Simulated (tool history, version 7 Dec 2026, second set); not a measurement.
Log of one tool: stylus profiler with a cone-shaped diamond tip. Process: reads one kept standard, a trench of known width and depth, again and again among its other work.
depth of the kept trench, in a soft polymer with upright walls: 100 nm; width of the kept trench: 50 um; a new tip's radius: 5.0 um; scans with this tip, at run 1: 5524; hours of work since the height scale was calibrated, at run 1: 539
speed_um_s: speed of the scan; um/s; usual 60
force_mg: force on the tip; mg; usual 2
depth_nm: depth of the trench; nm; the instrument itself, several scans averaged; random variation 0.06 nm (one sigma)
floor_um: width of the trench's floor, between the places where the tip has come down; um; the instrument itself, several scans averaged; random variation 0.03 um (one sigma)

| run | hour | speed_um_s | force_mg | scans with this tip | hours of work since the height scale was calibrated | depth_nm | floor_um |
|---|---|---|---|---|---|---|---|
| 1 | 0 | 60 | 2 | 5524 | 539 | 100.76 | 47.5 |
| 2 | 44.5 | 166 | 2 | 5850 | 571 | 100.82 | 46.74 |
| 3 | 81.7 | 166 | 2 | 6121 | 597 | 100.87 | 46.81 |
| 4 | 111.3 | 60 | 2 | 6338 | 619 | 100.8 | 47.58 |
| 5 | 142.8 | 60 | 2 | 6568 | 641 | 100.84 | 47.58 |
| 6 | 177.8 | 60 | 2 | 6824 | 666 | 100.82 | 47.55 |
| 7 | 199.8 | 50 | 2 | 6985 | 682 | 100.83 | 47.63 |
| 8 | 240.4 | 50 | 2 | 7282 | 711 | 100.71 | 47.63 |
| 9 | 275.9 | 50 | 2 | 7541 | 736 | 100.75 | 47.65 |
| 10 | 318 | 189 | 2 | 7849 | 766 | 100.93 | 46.64 |
| 11 | 362.5 | 134 | 2 | 8175 | 798 | 100.85 | 47.01 |
| 12 | 384 | 134 | 2 | 8332 | 813 | 100.76 | 47.02 |
| 13 | 422 | 134 | 2 | 8609 | 840 | 100.88 | 47.02 |
| 14 | 467.6 | 134 | 2 | 8943 | 873 | 100.76 | 47.06 |
| 15 | 500.3 | 107 | 0.76 | 9182 | 896 | 100.49 | 46.72 |
| 16 | 536.8 | 105 | 4.85 | 9450 | 922 | 101.5 | 47.52 |
| 17 | 574.8 | 105 | 4.85 | 9727 | 949 | 101.52 | 47.54 |
| 18 | 614.6 | 60 | 5.42 | 10018 | 978 | 101.64 | 47.75 |
| 19 | 647.6 | 60 | 2.34 | 10260 | 1001 | 100.9 | 47.55 |
| 20 | 684.4 | 20 | 3.39 | 10529 | 1028 | 101.14 | 47.88 |
| 21 | 705.5 | 20 | 0.71 | 10683 | 1043 | 100.44 | 47.68 |
| 22 | 730.2 | 45 | 1.11 | 10863 | 1060 | 100.46 | 47.52 |
| 23 | 759.6 | 53 | 1.11 | 11078 | 1081 | 100.56 | 47.51 |

4 ways to go on from here, each from the tool as it stands after run 23. What would each give?
| A | 805.1 | 66 | 1.23 | 11411 | 1114 | ? | ? |
| B | 805.1 | 122 | 3.5 | 11411 | 1114 | ? | ? |
| C | 805.1 | 64 | 1.08 | 11411 | 1114 | ? | ? |
| D | 805.1 | 34 | 2.22 | 11411 | 1114 | ? | ? |

| run | depth_nm | floor_um |
|---|---|---|
| A | 100.58 | 47.44 |
| B | 101.17 | 47.29 |
| C | 100.58 | 47.36 |
| D | 100.85 | 47.75 |
Without the tool's hidden state the same runs would have given:
| run | depth_nm | floor_um |
|---|---|---|
| A | 100.58 | 47.45 |
| B | 101.18 | 47.3 |
| C | 100.59 | 47.38 |
| D | 100.86 | 47.77 |
